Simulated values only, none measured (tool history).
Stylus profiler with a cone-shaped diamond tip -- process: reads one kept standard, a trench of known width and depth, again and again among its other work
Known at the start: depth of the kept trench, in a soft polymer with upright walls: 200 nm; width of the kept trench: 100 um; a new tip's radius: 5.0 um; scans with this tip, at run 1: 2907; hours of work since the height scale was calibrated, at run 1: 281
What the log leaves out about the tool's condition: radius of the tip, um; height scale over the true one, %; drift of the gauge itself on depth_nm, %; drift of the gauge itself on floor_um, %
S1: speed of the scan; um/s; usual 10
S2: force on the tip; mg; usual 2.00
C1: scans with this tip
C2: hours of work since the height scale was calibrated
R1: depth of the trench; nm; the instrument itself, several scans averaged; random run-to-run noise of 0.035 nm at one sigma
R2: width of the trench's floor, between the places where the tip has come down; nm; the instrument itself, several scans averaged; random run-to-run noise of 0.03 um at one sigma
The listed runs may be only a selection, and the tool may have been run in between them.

run   hour  S1    S2    C1   C2      R1     R2
  1    0.0  10  2.00  2907  281  201.68  97140
  2   24.4  10  2.00  3081  298  201.64  97190
  3   37.8  10  2.00  3176  307  201.63  97080
  4   61.2  10  2.00  3343  323  201.63  97150
  5   74.5   3  2.00  3437  332  201.64  97160
  6   88.5   3  2.00  3537  342  201.76  97170
  7  103.3  10  0.79  3642  352  200.92  97080
  8  125.3  10  1.48  3799  367  201.35  97130
  9  137.9   2  2.00  3888  375  201.66  97140
 10  149.6  10  2.00  3971  384  201.70  97110
 11  159.8  10  2.00  4044  391  201.68  97110
 12  170.0  10  1.02  4117  398  201.02  97150
 13  194.3  10  1.02  4290  414  201.10  97130
 14  219.0   8  0.96  4465  431  201.00  97130
 15  232.3   8  0.96  4560  440  201.00  97110
 16  249.9   8  0.96  4685  452  201.03  97100
 17  272.6   3  1.82  4846  468  201.59  97110
 18  297.0   5  0.77  5020  485  200.84  97110
 19  318.2  35  2.51  5171  499  201.93  97020
 20  334.7  35  2.51  5288  511  202.00  96990
 21  354.3  19  2.17  5428  524  201.80  97110

4 options for the next run, each taken on its own from the tool as it stands now. Forecast them:
  A  374.1   4  0.81  5568  538   ?   ?
  B  374.1  10  2.63  5568  538   ?   ?
  C  374.1  15  1.78  5568  538   ?   ?
  D  374.1  19  2.22  5568  538   ?   ?

run      R1     R2
  A  200.90  97170
  B  201.95  97140
  C  201.66  97110
  D  201.78  97100
The same runs, with their run-to-run variation unchanged, on a tool lacking any hidden condition would have given:
run      R1     R2
  A  200.90  97170
  B  201.95  97140
  C  201.65  97110
  D  201.78  97110
